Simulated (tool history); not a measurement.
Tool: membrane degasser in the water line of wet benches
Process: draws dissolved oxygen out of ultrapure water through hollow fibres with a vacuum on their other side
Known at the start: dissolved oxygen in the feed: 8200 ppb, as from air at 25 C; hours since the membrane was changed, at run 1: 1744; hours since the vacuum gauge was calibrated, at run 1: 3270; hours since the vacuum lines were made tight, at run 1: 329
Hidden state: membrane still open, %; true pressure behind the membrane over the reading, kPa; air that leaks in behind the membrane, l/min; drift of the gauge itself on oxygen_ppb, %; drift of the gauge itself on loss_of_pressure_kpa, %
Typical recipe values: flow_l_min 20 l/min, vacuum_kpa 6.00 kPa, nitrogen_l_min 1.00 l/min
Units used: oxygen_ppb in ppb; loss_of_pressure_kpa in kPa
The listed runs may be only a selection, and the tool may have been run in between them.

run	hour	flow_l_min	vacuum_kpa	nitrogen_l_min	hours since the membrane was changed	hours since the vacuum gauge was calibrated	hours since the vacuum lines were made tight	oxygen_ppb	loss_of_pressure_kpa
1	0.0	20	6.00	1.00	1744	3270	329	173.8	27.44
2	26.1	20	6.00	1.00	1770	3296	355	173.7	27.57
3	86.1	20	6.00	1.00	1830	3356	415	171.0	27.32
4	118.1	20	6.00	1.00	1862	3388	447	167.5	27.42
5	150.9	20	6.00	1.00	1895	3421	480	171.9	27.55
6	203.9	20	9.05	1.00	1948	3473	533	301.1	27.66
7	246.0	20	9.05	1.00	1990	3516	575	301.3	27.47
8	286.8	20	9.05	1.00	2031	3556	616	301.6	27.86
9	315.1	20	9.05	1.00	2059	3585	644	299.2	27.45
10	368.8	25	6.00	0.75	2113	3638	698	276.9	34.54

Expected results for the next run?
11	429.3	29	3.90	1.41	2173	3699	759	?	?

Run 11 came out at oxygen_ppb 160.0 ppb, loss_of_pressure_kpa 40.00 kPa.
If the tool had no hidden condition, the same run with the same run-to-run variation would have returned oxygen_ppb 148.1 ppb, loss_of_pressure_kpa 39.53 kPa.

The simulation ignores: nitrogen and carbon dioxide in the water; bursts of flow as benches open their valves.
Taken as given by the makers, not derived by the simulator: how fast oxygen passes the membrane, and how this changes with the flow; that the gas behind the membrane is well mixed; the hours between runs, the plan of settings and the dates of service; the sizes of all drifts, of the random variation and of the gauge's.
